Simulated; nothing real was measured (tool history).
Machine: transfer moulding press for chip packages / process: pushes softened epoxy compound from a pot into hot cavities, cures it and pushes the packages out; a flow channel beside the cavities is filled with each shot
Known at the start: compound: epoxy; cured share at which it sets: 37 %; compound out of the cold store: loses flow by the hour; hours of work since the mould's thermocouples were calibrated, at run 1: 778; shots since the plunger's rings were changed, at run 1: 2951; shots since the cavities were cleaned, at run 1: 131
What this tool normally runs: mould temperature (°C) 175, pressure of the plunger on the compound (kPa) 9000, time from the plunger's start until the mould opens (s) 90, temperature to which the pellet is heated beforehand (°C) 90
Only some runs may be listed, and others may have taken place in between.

run,day,mould temperature (°C),pressure of the plunger on the compound (kPa),time from the plunger's start until the mould opens (s),temperature to which the pellet is heated beforehand (°C),hours of work since the mould's thermocouples were calibrated,shots since the plunger's rings were changed,shots since the cavities were cleaned,incoming compound's hours out of the cold store,length that the compound runs in the flow channel (mm),greatest force on the pins that push the packages out (N)
1,0,175,9000,90,90,778,2951,131,35.3,575,393
# day 0.746: cavities cleaned with cleaning compound and waxed
# day 1.825: cavities cleaned with cleaning compound and waxed
2,2.392,175,9000,90,90,821,3869,229,23.9,606,426
# day 2.912: cavities cleaned with cleaning compound and waxed
# day 4.079: cavities cleaned with cleaning compound and waxed
# day 5.367: cavities cleaned with cleaning compound and waxed
# day 5.946: mould's thermocouples calibrated
# day 6.612: cavities cleaned with cleaning compound and waxed
3,6.612,175,9000,90,90,11,5443,0,21.9,613,357
# day 7.708: plunger's sealing rings changed
# day 7.771: cavities cleaned with cleaning compound and waxed
# day 9: cavities cleaned with cleaning compound and waxed
# day 10.279: cavities cleaned with cleaning compound and waxed
4,10.279,175,9000,90,86,76,964,0,13.6,658,385
# day 11.462: cavities cleaned with cleaning compound and waxed
# day 12.521: cavities cleaned with cleaning compound and waxed
# day 13.733: cavities cleaned with cleaning compound and waxed
5,14.425,175,9000,90,86,151,2568,281,11.4,653,531
# day 14.988: cavities cleaned with cleaning compound and waxed
# day 16.208: cavities cleaned with cleaning compound and waxed
6,16.404,175,9000,90,86,186,3319,80,20.6,619,416
# day 17.417: cavities cleaned with cleaning compound and waxed
# day 18.55: cavities cleaned with cleaning compound and waxed
7,19.533,175,9000,90,90,244,4535,397,34.4,580,488
# day 19.838: cavities cleaned with cleaning compound and waxed
# day 20.996: cavities cleaned with cleaning compound and waxed
# day 22.246: cavities cleaned with cleaning compound and waxed
# day 22.992: plunger's sealing rings changed
# day 23.504: cavities cleaned with cleaning compound and waxed
8,23.775,175,9000,90,94,318,290,110,36.2,588,402
# day 24.6: cavities cleaned with cleaning compound and waxed
# day 25.85: cavities cleaned with cleaning compound and waxed
9,26.504,175,9000,90,94,367,1345,264,43.3,561,463
# day 27.058: cavities cleaned with cleaning compound and waxed
# day 28.262: cavities cleaned with cleaning compound and waxed
# day 29.458: cavities cleaned with cleaning compound and waxed
10,30.088,175,9000,90,94,432,2720,254,23.1,617,465
# day 30.575: cavities cleaned with cleaning compound and waxed
# day 31.742: cavities cleaned with cleaning compound and waxed
11,32.338,175,9000,90,90,472,3581,241,16.8,635,479
# day 32.892: cavities cleaned with cleaning compound and waxed
# day 34.112: cavities cleaned with cleaning compound and waxed
12,34.158,180,10890,120,99,504,4268,19,45,583,243
# day 35.408: cavities cleaned with cleaning compound and waxed
13,36.1,175,10630,90,90,540,5029,279,37.5,615,445
# day 36.704: cavities cleaned with cleaning compound and waxed
# day 37.796: cavities cleaned with cleaning compound and waxed
# day 38.35: plunger's sealing rings changed
# day 39.038: cavities cleaned with cleaning compound and waxed
14,39.617,182,10630,102,90,602,487,235,47.4,584,323
# day 40.108: cavities cleaned with cleaning compound and waxed
# day 41.371: cavities cleaned with cleaning compound and waxed
# day 42.604: cavities cleaned with cleaning compound and waxed
15,43.296,183,9000,90,97,668,1900,280,36.8,550,339
# day 43.854: cavities cleaned with cleaning compound and waxed
# day 45.088: cavities cleaned with cleaning compound and waxed
# day 46.233: cavities cleaned with cleaning compound and waxed
16,46.408,183,9000,90,97,724,3086,71,10.7,631,281
# day 47.438: cavities cleaned with cleaning compound and waxed
# day 48.521: cavities cleaned with cleaning compound and waxed
17,48.521,178,7820,90,97,762,3890,0,43.2,508,280
# day 49.8: cavities cleaned with cleaning compound and waxed
18,50.4,178,8750,118,97,796,4627,244,45.2,525,313
# day 50.962: cavities cleaned with cleaning compound and waxed
# day 52.25: cavities cleaned with cleaning compound and waxed
# day 53.496: plunger's sealing rings changed
# day 53.558: cavities cleaned with cleaning compound and waxed
19,53.812,175,7090,90,90,856,104,104,14.8,577,398
# day 54.621: cavities cleaned with cleaning compound and waxed
# day 55.446: mould's thermocouples calibrated
# day 55.883: cavities cleaned with cleaning compound and waxed
20,55.883,183,9000,77,89,7,857,0,34.9,568,311
# day 57.108: cavities cleaned with cleaning compound and waxed
# day 58.229: cavities cleaned with cleaning compound and waxed
# day 59.408: cavities cleaned with cleaning compound and waxed
21,59.408,183,9000,77,89,71,2210,0,45.2,537,288
# day 60.7: cavities cleaned with cleaning compound and waxed
# day 61.867: cavities cleaned with cleaning compound and waxed
22,62.288,183,9000,77,89,123,3326,171,28.8,578,375

Here are 4 independent what-if runs from the current tool condition. What would each one return?
# day 62.954: cavities cleaned with cleaning compound and waxed
# day 64.162: cavities cleaned with cleaning compound and waxed
# day 65.392: cavities cleaned with cleaning compound and waxed
A,66.058,175,7220,90,90,191,4777,272,43.6,?,?
# day 62.954: cavities cleaned with cleaning compound and waxed
# day 64.162: cavities cleaned with cleaning compound and waxed
# day 65.392: cavities cleaned with cleaning compound and waxed
B,66.058,170,10010,77,90,191,4777,272,28.8,?,?
# day 62.954: cavities cleaned with cleaning compound and waxed
# day 64.162: cavities cleaned with cleaning compound and waxed
# day 65.392: cavities cleaned with cleaning compound and waxed
C,66.058,175,8840,85,85,191,4777,272,45.9,?,?
# day 62.954: cavities cleaned with cleaning compound and waxed
# day 64.162: cavities cleaned with cleaning compound and waxed
# day 65.392: cavities cleaned with cleaning compound and waxed
D,66.058,175,6870,90,93,191,4777,272,10.6,?,?

run,length that the compound runs in the flow channel (mm),greatest force on the pins that push the packages out (N)
A,490,468
B,638,971
C,538,518
D,567,498
Without the tool's hidden state the same runs would have given:
run,length that the compound runs in the flow channel (mm),greatest force on the pins that push the packages out (N)
A,507,345
B,660,717
C,556,381
D,586,366

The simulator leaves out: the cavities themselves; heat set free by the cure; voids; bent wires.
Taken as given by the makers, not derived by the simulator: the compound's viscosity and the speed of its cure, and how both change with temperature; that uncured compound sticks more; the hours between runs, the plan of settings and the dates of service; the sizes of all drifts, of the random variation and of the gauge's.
